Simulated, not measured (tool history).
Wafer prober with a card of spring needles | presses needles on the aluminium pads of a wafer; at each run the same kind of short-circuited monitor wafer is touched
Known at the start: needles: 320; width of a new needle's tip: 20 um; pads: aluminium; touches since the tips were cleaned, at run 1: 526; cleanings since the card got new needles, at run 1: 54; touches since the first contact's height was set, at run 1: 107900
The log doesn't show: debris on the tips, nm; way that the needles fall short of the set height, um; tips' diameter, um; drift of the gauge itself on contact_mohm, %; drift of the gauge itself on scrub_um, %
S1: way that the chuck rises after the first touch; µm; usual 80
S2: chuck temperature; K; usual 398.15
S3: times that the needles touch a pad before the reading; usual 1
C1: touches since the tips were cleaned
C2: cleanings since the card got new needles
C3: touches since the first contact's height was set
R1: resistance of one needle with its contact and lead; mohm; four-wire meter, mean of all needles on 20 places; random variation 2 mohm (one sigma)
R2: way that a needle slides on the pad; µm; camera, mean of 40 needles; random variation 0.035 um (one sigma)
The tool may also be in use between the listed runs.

run,hour,S1,S2,S3,C1,C2,C3,R1,R2
1,0,80,398.15,1,526,54,107900,212,16.48
# hour 34.9: tips cleaned on abrasive film
2,40.1,80,398.15,1,1162,55,116853,212,16.48
# hour 74.2: tips cleaned on abrasive film
3,81.4,80,377.15,1,1617,56,126083,209,16.53
# hour 113.4: tips cleaned on abrasive film
4,137.1,80,377.15,1,5313,57,138546,211,16.49
# hour 154: tips cleaned on abrasive film
# hour 193.9: tips cleaned on abrasive film
5,204.7,80,351.15,1,2428,59,153641,204,16.52
# hour 231.1: tips cleaned on abrasive film
6,244,66,398.15,1,2896,60,162424,213,13.64
# hour 269.8: tips cleaned on abrasive film
7,280,66,398.15,1,2275,61,170446,217,13.63
# hour 311.8: tips cleaned on abrasive film
8,330.9,80,398.15,2,4274,62,181832,212,16.46
# hour 351.9: tips cleaned on abrasive film
# hour 366.1: height of the first contact set anew
9,372.1,80,398.15,2,4448,63,1348,215,16.54
# hour 394.2: tips cleaned on abrasive film
# hour 432.8: tips cleaned on abrasive film
10,455,80,398.15,2,4962,65,19866,212,16.52
# hour 472.8: tips cleaned on abrasive film
# hour 510: tips cleaned on abrasive film
11,537.7,80,398.15,2,6198,67,38351,213,16.56
# hour 548.9: tips cleaned on abrasive film
12,576.2,80,398.15,1,6110,68,46947,211,16.64
# hour 587.1: tips cleaned on abrasive film
# hour 624: tips cleaned on abrasive film
13,653.6,84,327.15,2,6628,70,64244,198,17.4
# hour 667: tips cleaned on abrasive film
14,689.6,84,327.15,2,5042,71,72270,194,17.35
# hour 709.8: tips cleaned on abrasive film
15,737.6,80,319.15,1,6231,72,83017,197,16.57
# hour 749.6: tips cleaned on abrasive film
# hour 788.6: tips cleaned on abrasive film
16,818.8,80,312.15,1,6752,74,101144,200,16.59
# hour 824.4: tips cleaned on abrasive film
# hour 864.6: tips cleaned on abrasive film
17,897.1,80,398.15,1,7278,76,118646,214,16.63
# hour 904.7: tips cleaned on abrasive film
# hour 944.1: tips cleaned on abrasive film
18,953.7,73,336.15,1,2147,78,131272,201,15.1
# hour 981.1: tips cleaned on abrasive film
# hour 1021.4: tips cleaned on abrasive film
19,1035.3,66,398.15,2,3116,80,149507,217,13.75
# hour 1060.1: tips cleaned on abrasive film
20,1082.4,80,333.15,3,4978,81,160027,196,16.66
# hour 1098.8: tips cleaned on abrasive film
21,1126.4,87,332.15,1,6190,82,169875,198,18.14
# hour 1138.4: tips cleaned on abrasive film
# hour 1177.5: tips cleaned on abrasive film
22,1177.5,80,333.15,2,0,84,181263,201,16.64
# hour 1213.9: tips cleaned on abrasive film
# hour 1214.2: height of the first contact set anew
23,1234.4,61,320.15,2,4521,85,4521,199,12.74

3 ways to go on from here, each from the tool as it stands after run 23. What would each give?
# hour 1254.9: tips cleaned on abrasive film
A,1269.1,79,383.15,2,3179,86,12278,?,?
# hour 1254.9: tips cleaned on abrasive film
B,1269.1,94,320.15,2,3179,86,12278,?,?
# hour 1254.9: tips cleaned on abrasive film
C,1269.1,60,398.15,1,3179,86,12278,?,?

run,R1,R2
A,210,16.46
B,195,19.56
C,217,12.43
Without the tool's hidden state the same runs would have given:
run,R1,R2
A,209,16.28
B,195,19.35
C,216,12.29
